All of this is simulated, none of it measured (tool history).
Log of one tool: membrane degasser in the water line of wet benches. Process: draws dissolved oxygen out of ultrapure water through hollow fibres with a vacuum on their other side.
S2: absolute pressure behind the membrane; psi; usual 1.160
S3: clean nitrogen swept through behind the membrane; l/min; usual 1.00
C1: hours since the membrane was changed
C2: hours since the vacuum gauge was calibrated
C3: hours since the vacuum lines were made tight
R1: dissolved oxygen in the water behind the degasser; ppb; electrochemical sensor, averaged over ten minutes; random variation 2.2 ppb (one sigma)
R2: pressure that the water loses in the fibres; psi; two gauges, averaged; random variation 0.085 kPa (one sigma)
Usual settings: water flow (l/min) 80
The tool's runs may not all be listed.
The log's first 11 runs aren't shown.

Run 12, hour 2554.7: usual settings but S2 0.905 psi; C1 12893; C2 2553; C3 1629. Result: R1 420.6 ppb, R2 4.033 psi.
Run 13, hour 2719.3: usual settings; C1 13058; C2 2717; C3 1793. Result: R1 638.8 ppb, R2 4.067 psi.
Run 14, hour 2969.5: usual settings but water flow (l/min) 81; C1 13308; C2 2968; C3 2044. Result: R1 647.6 ppb, R2 4.086 psi.
Run 15, hour 3179.5: usual settings but water flow (l/min) 81; C1 13518; C2 3178; C3 2254. Result: R1 643.1 ppb, R2 4.106 psi.
Run 16, hour 3388.1: usual settings but water flow (l/min) 81; C1 13727; C2 3386; C3 2462. Result: R1 649.7 ppb, R2 4.107 psi.
Run 17, hour 3658.6: usual settings but water flow (l/min) 81; C1 13997; C2 3657; C3 2733. Result: R1 647.6 ppb, R2 4.122 psi.
Run 18, hour 3963.1: usual settings but water flow (l/min) 93, S2 1.369 psi, S3 0.46 l/min; C1 14302; C2 3961; C3 3037. Result: R1 1344.7 ppb, R2 4.720 psi.
Run 19, hour 4155.0: usual settings but water flow (l/min) 93, S2 1.369 psi, S3 0.46 l/min; C1 14494; C2 4153; C3 3229. Result: R1 1342.8 ppb, R2 4.743 psi.
Run 20, hour 4287.0: usual settings but water flow (l/min) 93, S2 1.369 psi, S3 0.46 l/min; C1 14625; C2 4285; C3 3361. Result: R1 1334.8 ppb, R2 4.717 psi.
Run 21, hour 4526.2: usual settings but water flow (l/min) 93, S2 1.369 psi, S3 1.30 l/min; C1 14865; C2 4524; C3 3600. Result: R1 774.2 ppb, R2 4.722 psi.
Run 22, hour 4668.9: usual settings but water flow (l/min) 54, S2 1.182 psi, S3 2.56 l/min; C1 15007; C2 4667; C3 3743. Result: R1 238.4 ppb, R2 2.746 psi.
Run 23, hour 4811.2: usual settings but water flow (l/min) 84, S3 1.60 l/min; C1 15150; C2 4809; C3 3885. Result: R1 495.8 ppb, R2 4.284 psi.
Run 24, hour 4961.7: usual settings but water flow (l/min) 84, S3 1.60 l/min; C1 15300; C2 4960; C3 4036. Result: R1 496.6 ppb, R2 4.266 psi.
Run 25, hour 5138.2: usual settings but water flow (l/min) 84, S3 1.60 l/min; C1 15477; C2 5136; C3 4212. Result: R1 495.5 ppb, R2 4.274 psi.
Run 26, hour 5287.3: usual settings but water flow (l/min) 100, S2 1.462 psi, S3 1.60 l/min; C1 15626; C2 5285; C3 4361. Result: R1 789.6 ppb, R2 5.101 psi.
Run 27, hour 5591.2: usual settings but water flow (l/min) 100, S2 2.180 psi, S3 1.60 l/min; C1 15930; C2 5589; C3 4665. Result: R1 1253.3 ppb, R2 5.098 psi.
Run 28, hour 5877.8: usual settings but water flow (l/min) 73, S3 2.96 l/min; C1 16216; C2 5876; C3 4952. Result: R1 275.8 ppb, R2 3.706 psi.
Run 29, hour 6081.3: usual settings but water flow (l/min) 73, S3 2.96 l/min; C1 16420; C2 6079; C3 5155. Result: R1 277.6 ppb, R2 3.741 psi.
Run 30, hour 6332.6: usual settings but water flow (l/min) 72, S2 1.046 psi, S3 1.28 l/min; C1 16671; C2 6331; C3 5407. Result: R1 441.0 ppb, R2 3.671 psi.
Run 31, hour 6503.0: usual settings but water flow (l/min) 112, S2 2.360 psi, S3 1.17 l/min; C1 16841; C2 6501; C3 5577. Result: R1 1762.5 ppb, R2 5.726 psi.
Run 32, hour 6666.4: usual settings but water flow (l/min) 52, S2 1.510 psi, S3 1.46 l/min; C1 17005; C2 6664; C3 5740. Result: R1 522.8 ppb, R2 2.661 psi.
At hour 6798.2: vacuum gauge calibrated.
Run 33, hour 6851.0: usual settings but water flow (l/min) 56, S2 2.647 psi, S3 1.20 l/min; C1 17189; C2 53; C3 5925. Result: R1 1202.9 ppb, R2 2.853 psi.

Forecast each of these 3 alternatives for the next run:
Run A, hour 7036.9: usual settings but water flow (l/min) 76, S2 2.566 psi, S3 2.04 l/min; C1 17375; C2 239; C3 6111. Result: R1 ?, R2 ?.
Run B, hour 7036.9: usual settings but water flow (l/min) 63, S2 0.772 psi; C1 17375; C2 239; C3 6111. Result: R1 ?, R2 ?.
Run C, hour 7036.9: usual settings but water flow (l/min) 66, S2 1.787 psi, S3 1.41 l/min; C1 17375; C2 239; C3 6111. Result: R1 ?, R2 ?.

run      R1     R2
  A  1009.3  3.920
  B   243.6  3.230
  C   775.2  3.388
Without the tool's hidden state the same runs would have given:
run      R1     R2
  A  1003.1  3.746
  B   238.9  3.085
  C   770.8  3.239
